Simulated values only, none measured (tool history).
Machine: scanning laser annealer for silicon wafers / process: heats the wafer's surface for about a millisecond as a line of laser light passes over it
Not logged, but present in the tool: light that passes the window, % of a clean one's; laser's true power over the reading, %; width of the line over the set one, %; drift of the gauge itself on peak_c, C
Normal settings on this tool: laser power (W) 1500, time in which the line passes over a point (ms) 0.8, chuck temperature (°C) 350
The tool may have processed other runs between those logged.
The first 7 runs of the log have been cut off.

run    day  laser power (W)  time in which the line passes over a point (ms)  chuck temperature (°C)  hours of work since the window was cleaned  hours of work since the power meter was calibrated  hours of work since the optics were aligned  highest temperature of the surface (°C)
  8  2.379             1329                                              0.8                     350                                         416                                                  44                                         1193                                     1018
  9  2.588             1329                                              0.8                     350                                         419                                                  47                                         1196                                     1018
 10  3.062             1329                                              0.8                     350                                         426                                                  54                                         1203                                     1016
 11  3.279             1329                                              0.8                     350                                         429                                                  58                                         1206                                     1019
 12  3.717             1329                                              0.8                     350                                         436                                                  64                                         1213                                     1017
 13  4.129             1329                                              0.8                     350                                         442                                                  70                                         1219                                     1015
 14  4.346             1500                                              0.8                     350                                         446                                                  74                                         1222                                     1130
 15  4.642             1619                                              0.8                     350                                         450                                                  78                                         1227                                     1203
 16  5.125             1619                                              0.8                     350                                         457                                                  86                                         1234                                     1211
 17  5.558             1619                                              0.8                     350                                         464                                                  92                                         1241                                     1209
 18    5.9             1314                                            0.986                     327                                         469                                                  97                                         1246                                     1051
 19  6.379             1464                                            0.606                     317                                         476                                                 104                                         1253                                      984
 20  6.612             1492                                            0.606                     373                                         480                                                 108                                         1256                                     1054
 21  6.992             1413                                            0.943                     332                                         485                                                 114                                         1262                                     1110
 22  7.212             1429                                            0.943                     332                                         489                                                 117                                         1266                                     1123
     7.521  -- optics aligned, line set to its width
 23  7.854             1553                                            0.943                     368                                         495                                                 124                                            5                                     1245
 24  8.083             1500                                              0.8                     362                                         499                                                 127                                            8                                     1141

Run 25 is up next; what results do you expect?
 25  8.333             1325                                            0.827                     336                                         503                                                 131                                           12                                        ?

highest temperature of the surface (°C): 1012
Had the tool carried no hidden state, the very same run would have given highest temperature of the surface (°C) 1012.

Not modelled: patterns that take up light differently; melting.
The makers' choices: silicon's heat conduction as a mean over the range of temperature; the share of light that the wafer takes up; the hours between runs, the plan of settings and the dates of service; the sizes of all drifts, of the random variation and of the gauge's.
